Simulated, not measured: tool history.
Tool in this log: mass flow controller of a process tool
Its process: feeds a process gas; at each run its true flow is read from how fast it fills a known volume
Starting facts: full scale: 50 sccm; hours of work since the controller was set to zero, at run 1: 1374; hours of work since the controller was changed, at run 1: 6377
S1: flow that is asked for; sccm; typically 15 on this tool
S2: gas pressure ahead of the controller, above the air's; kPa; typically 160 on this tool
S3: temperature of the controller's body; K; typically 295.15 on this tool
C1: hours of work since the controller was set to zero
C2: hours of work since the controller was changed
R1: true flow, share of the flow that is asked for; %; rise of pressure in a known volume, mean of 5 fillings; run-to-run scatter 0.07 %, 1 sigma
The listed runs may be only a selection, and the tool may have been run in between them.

{"run": 1, "hour": 0.0, "S1": 15, "S2": 160, "S3": 295.15, "C1": 1374, "C2": 6377, "R1": 99.33}
{"run": 2, "hour": 355.0, "S1": 15, "S2": 251, "S3": 295.15, "C1": 1581, "C2": 6584, "R1": 99.09}
{"run": 3, "hour": 760.9, "S1": 15, "S2": 251, "S3": 295.15, "C1": 1818, "C2": 6821, "R1": 99.14}
{"run": 4, "hour": 1187.0, "S1": 15, "S2": 251, "S3": 295.15, "C1": 2067, "C2": 7069, "R1": 98.88}
{"run": 5, "hour": 1529.1, "S1": 15, "S2": 251, "S3": 295.15, "C1": 2266, "C2": 7269, "R1": 98.85}
{"run": 6, "hour": 1928.6, "S1": 15, "S2": 251, "S3": 295.15, "C1": 2499, "C2": 7502, "R1": 98.94}
{"run": 7, "hour": 2215.0, "S1": 15, "S2": 251, "S3": 295.15, "C1": 2666, "C2": 7669, "R1": 98.97}
{"run": 8, "hour": 2646.6, "S1": 15, "S2": 160, "S3": 295.15, "C1": 2918, "C2": 7920, "R1": 98.98}
{"run": 9, "hour": 2877.8, "S1": 7, "S2": 160, "S3": 295.15, "C1": 3053, "C2": 8055, "R1": 98.94}
{"hour": 2957.3, "done": "controller exchanged for a calibrated one"}
{"run": 10, "hour": 3219.1, "S1": 15, "S2": 160, "S3": 295.15, "C1": 153, "C2": 153, "R1": 98.89}
{"run": 11, "hour": 3432.2, "S1": 15, "S2": 160, "S3": 295.15, "C1": 277, "C2": 277, "R1": 99.03}
{"run": 12, "hour": 3860.8, "S1": 15, "S2": 160, "S3": 295.15, "C1": 527, "C2": 527, "R1": 99.02}
{"run": 13, "hour": 4062.6, "S1": 15, "S2": 160, "S3": 295.15, "C1": 645, "C2": 645, "R1": 98.89}
{"run": 14, "hour": 4424.5, "S1": 15, "S2": 160, "S3": 297.15, "C1": 856, "C2": 856, "R1": 99.05}
{"run": 15, "hour": 4817.6, "S1": 15, "S2": 160, "S3": 297.15, "C1": 1085, "C2": 1085, "R1": 99.04}
{"run": 16, "hour": 5117.5, "S1": 15, "S2": 160, "S3": 299.15, "C1": 1260, "C2": 1260, "R1": 99.24}
{"run": 17, "hour": 5416.3, "S1": 15, "S2": 160, "S3": 295.15, "C1": 1434, "C2": 1434, "R1": 98.94}
{"run": 18, "hour": 5741.8, "S1": 15, "S2": 160, "S3": 295.15, "C1": 1624, "C2": 1624, "R1": 98.82}
{"run": 19, "hour": 5969.4, "S1": 15, "S2": 160, "S3": 295.15, "C1": 1757, "C2": 1757, "R1": 98.96}
{"run": 20, "hour": 6337.1, "S1": 15, "S2": 160, "S3": 295.15, "C1": 1971, "C2": 1971, "R1": 98.76}
{"run": 21, "hour": 6573.3, "S1": 15, "S2": 160, "S3": 295.15, "C1": 2109, "C2": 2109, "R1": 98.86}
{"run": 22, "hour": 6883.3, "S1": 15, "S2": 160, "S3": 295.15, "C1": 2290, "C2": 2290, "R1": 98.68}
{"run": 23, "hour": 7219.9, "S1": 15, "S2": 160, "S3": 295.15, "C1": 2486, "C2": 2486, "R1": 98.82}
{"run": 24, "hour": 7541.8, "S1": 15, "S2": 160, "S3": 295.15, "C1": 2674, "C2": 2674, "R1": 98.63}
{"run": 25, "hour": 7772.9, "S1": 11, "S2": 190, "S3": 295.15, "C1": 2809, "C2": 2809, "R1": 98.66}
{"run": 26, "hour": 8015.6, "S1": 11, "S2": 190, "S3": 295.15, "C1": 2950, "C2": 2950, "R1": 98.66}
{"run": 27, "hour": 8382.1, "S1": 16, "S2": 220, "S3": 301.15, "C1": 3164, "C2": 3164, "R1": 98.76}
{"run": 28, "hour": 8752.8, "S1": 17, "S2": 160, "S3": 294.15, "C1": 3380, "C2": 3380, "R1": 98.57}
{"run": 29, "hour": 8966.8, "S1": 13, "S2": 221, "S3": 294.15, "C1": 3505, "C2": 3505, "R1": 98.58}
{"run": 30, "hour": 9280.9, "S1": 15, "S2": 153, "S3": 299.15, "C1": 3688, "C2": 3688, "R1": 98.75}
{"run": 31, "hour": 9585.1, "S1": 14, "S2": 263, "S3": 309.15, "C1": 3866, "C2": 3866, "R1": 99.11}
{"run": 32, "hour": 9818.9, "S1": 14, "S2": 263, "S3": 309.15, "C1": 4002, "C2": 4002, "R1": 99.07}
{"run": 33, "hour": 10019.9, "S1": 15, "S2": 156, "S3": 295.15, "C1": 4119, "C2": 4119, "R1": 98.61}
{"run": 34, "hour": 10208.1, "S1": 11, "S2": 167, "S3": 293.15, "C1": 4229, "C2": 4229, "R1": 98.33}
{"run": 35, "hour": 10549.2, "S1": 11, "S2": 167, "S3": 293.15, "C1": 4428, "C2": 4428, "R1": 98.22}
{"hour": 10732.3, "done": "gauge calibrated"}
{"run": 36, "hour": 10931.8, "S1": 35, "S2": 167, "S3": 309.15, "C1": 4651, "C2": 4651, "R1": 100.37}
{"run": 37, "hour": 11355.5, "S1": 10, "S2": 159, "S3": 300.15, "C1": 4898, "C2": 4898, "R1": 99.42}
{"hour": 11500.2, "done": "controller's zero set anew"}
{"run": 38, "hour": 11586.1, "S1": 5, "S2": 184, "S3": 300.15, "C1": 50, "C2": 5032, "R1": 99.32}
{"run": 39, "hour": 11916.7, "S1": 15, "S2": 160, "S3": 304.15, "C1": 243, "C2": 5225, "R1": 99.76}
{"run": 40, "hour": 12221.9, "S1": 20, "S2": 160, "S3": 293.15, "C1": 421, "C2": 5403, "R1": 99.26}
{"run": 41, "hour": 12557.0, "S1": 20, "S2": 160, "S3": 293.15, "C1": 616, "C2": 5599, "R1": 99.16}
{"run": 42, "hour": 12779.7, "S1": 39, "S2": 226, "S3": 294.15, "C1": 746, "C2": 5728, "R1": 99.39}
{"run": 43, "hour": 12973.1, "S1": 45, "S2": 188, "S3": 294.15, "C1": 859, "C2": 5841, "R1": 99.46}
{"run": 44, "hour": 13252.0, "S1": 45, "S2": 188, "S3": 294.15, "C1": 1022, "C2": 6004, "R1": 99.6}
{"run": 45, "hour": 13524.0, "S1": 49, "S2": 207, "S3": 295.15, "C1": 1180, "C2": 6163, "R1": 99.53}
{"run": 46, "hour": 13963.0, "S1": 49, "S2": 207, "S3": 295.15, "C1": 1436, "C2": 6419, "R1": 99.64}
{"run": 47, "hour": 14271.2, "S1": 12, "S2": 147, "S3": 306.15, "C1": 1616, "C2": 6598, "R1": 99.73}

Measured minus without-hidden-state, run by run (identical run-to-run variation in each term; gauge scatter may differ):
Unlogged tool condition in this case: flow at rest that the sensor doesn't see, % of full scale; true flow over the shown one, %; drift of the gauge itself on true_pct, %.
run=1 R1=+0.00
run=2 R1=-0.03
run=3 R1=-0.06
run=4 R1=-0.09
run=5 R1=-0.12
run=6 R1=-0.15
run=7 R1=-0.17
run=8 R1=-0.20
run=9 R1=-0.20
run=10 R1=-0.25
run=11 R1=-0.27
run=12 R1=-0.30
run=13 R1=-0.32
run=14 R1=-0.35
run=15 R1=-0.38
run=16 R1=-0.40
run=17 R1=-0.42
run=18 R1=-0.44
run=19 R1=-0.46
run=20 R1=-0.49
run=21 R1=-0.51
run=22 R1=-0.53
run=23 R1=-0.55
run=24 R1=-0.59
run=25 R1=-0.60
run=26 R1=-0.61
run=27 R1=-0.65
run=28 R1=-0.68
run=29 R1=-0.69
run=30 R1=-0.72
run=31 R1=-0.74
run=32 R1=-0.76
run=33 R1=-0.78
run=34 R1=-0.78
run=35 R1=-0.80
run=36 R1=-0.01
run=37 R1=-0.03
run=38 R1=-0.07
run=39 R1=-0.10
run=40 R1=-0.13
run=41 R1=-0.15
run=42 R1=-0.17
run=43 R1=-0.19
run=44 R1=-0.20
run=45 R1=-0.23
run=46 R1=-0.26
run=47 R1=-0.28
